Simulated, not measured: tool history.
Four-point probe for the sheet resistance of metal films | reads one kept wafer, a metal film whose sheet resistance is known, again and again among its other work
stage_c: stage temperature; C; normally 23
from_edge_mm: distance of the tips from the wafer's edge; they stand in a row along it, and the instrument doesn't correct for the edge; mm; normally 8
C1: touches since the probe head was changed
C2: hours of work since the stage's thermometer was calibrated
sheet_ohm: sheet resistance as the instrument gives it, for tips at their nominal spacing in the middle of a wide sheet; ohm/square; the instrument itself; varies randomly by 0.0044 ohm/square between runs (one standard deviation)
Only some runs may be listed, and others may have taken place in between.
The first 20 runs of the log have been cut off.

{"run": 21, "hour": 978.3, "stage_c": 23, "from_edge_mm": 8, "C1": 40784, "C2": 863, "sheet_ohm": 21.990275}
{"run": 22, "hour": 1036.7, "stage_c": 23, "from_edge_mm": 8, "C1": 42337, "C2": 894, "sheet_ohm": 21.993231}
{"run": 23, "hour": 1064.2, "stage_c": 25, "from_edge_mm": 5, "C1": 43067, "C2": 908, "sheet_ohm": 22.374901}
{"run": 24, "hour": 1091.7, "stage_c": 29, "from_edge_mm": 3, "C1": 43798, "C2": 923, "sheet_ohm": 23.414731}
{"hour": 1096.2, "done": "stage's thermometer calibrated"}
{"run": 25, "hour": 1137.0, "stage_c": 29, "from_edge_mm": 3, "C1": 44990, "C2": 21, "sheet_ohm": 23.42479}
{"run": 26, "hour": 1183.9, "stage_c": 29, "from_edge_mm": 3, "C1": 46239, "C2": 46, "sheet_ohm": 23.425398}
{"hour": 1193.8, "done": "stage's thermometer calibrated, once more"}
{"run": 27, "hour": 1248.7, "stage_c": 25, "from_edge_mm": 30, "C1": 47948, "C2": 29, "sheet_ohm": 21.650197}
{"run": 28, "hour": 1306.7, "stage_c": 29, "from_edge_mm": 3, "C1": 49490, "C2": 59, "sheet_ohm": 23.397762}
{"run": 29, "hour": 1341.5, "stage_c": 19, "from_edge_mm": 44, "C1": 50417, "C2": 78, "sheet_ohm": 21.808015}
{"run": 30, "hour": 1403.5, "stage_c": 32, "from_edge_mm": 3, "C1": 52066, "C2": 110, "sheet_ohm": 23.317482}
{"run": 31, "hour": 1455.0, "stage_c": 29, "from_edge_mm": 21, "C1": 53435, "C2": 137, "sheet_ohm": 21.566488}
{"run": 32, "hour": 1489.0, "stage_c": 29, "from_edge_mm": 21, "C1": 54339, "C2": 155, "sheet_ohm": 21.559778}
{"run": 33, "hour": 1517.8, "stage_c": 30, "from_edge_mm": 14, "C1": 55105, "C2": 170, "sheet_ohm": 21.586778}
{"run": 34, "hour": 1557.9, "stage_c": 30, "from_edge_mm": 14, "C1": 56172, "C2": 191, "sheet_ohm": 21.590473}
{"run": 35, "hour": 1613.4, "stage_c": 30, "from_edge_mm": 14, "C1": 57648, "C2": 220, "sheet_ohm": 21.59379}
{"run": 36, "hour": 1678.0, "stage_c": 28, "from_edge_mm": 45, "C1": 59368, "C2": 254, "sheet_ohm": 21.549967}
{"run": 37, "hour": 1714.3, "stage_c": 19, "from_edge_mm": 42, "C1": 60331, "C2": 273, "sheet_ohm": 21.808457}
{"run": 38, "hour": 1767.9, "stage_c": 30, "from_edge_mm": 37, "C1": 61758, "C2": 301, "sheet_ohm": 21.50936}
{"run": 39, "hour": 1831.7, "stage_c": 30, "from_edge_mm": 37, "C1": 63456, "C2": 335, "sheet_ohm": 21.507997}
{"run": 40, "hour": 1875.1, "stage_c": 21, "from_edge_mm": 17, "C1": 64609, "C2": 358, "sheet_ohm": 21.800894}
{"run": 41, "hour": 1903.3, "stage_c": 22, "from_edge_mm": 59, "C1": 65358, "C2": 372, "sheet_ohm": 21.708824}
{"run": 42, "hour": 1949.9, "stage_c": 33, "from_edge_mm": 20, "C1": 66598, "C2": 397, "sheet_ohm": 21.462953}
{"run": 43, "hour": 2005.5, "stage_c": 34, "from_edge_mm": 6, "C1": 68077, "C2": 426, "sheet_ohm": 21.891431}
{"run": 44, "hour": 2060.4, "stage_c": 34, "from_edge_mm": 6, "C1": 69538, "C2": 455, "sheet_ohm": 21.892917}

Alternative continuations, all from the tool just after run 44; predict every row:
{"run": "A", "hour": 2112.5, "stage_c": 27, "from_edge_mm": 7, "C1": 70924, "C2": 482, "sheet_ohm": "?"}
{"run": "B", "hour": 2112.5, "stage_c": 26, "from_edge_mm": 24, "C1": 70924, "C2": 482, "sheet_ohm": "?"}
{"run": "C", "hour": 2112.5, "stage_c": 22, "from_edge_mm": 4, "C1": 70924, "C2": 482, "sheet_ohm": "?"}

run=A sheet_ohm=21.944525
run=B sheet_ohm=21.639425
run=C sheet_ohm=22.821619
What these runs would have given with no unlogged condition in the tool:
run=A sheet_ohm=21.966014
run=B sheet_ohm=21.660623
run=C sheet_ohm=22.843670
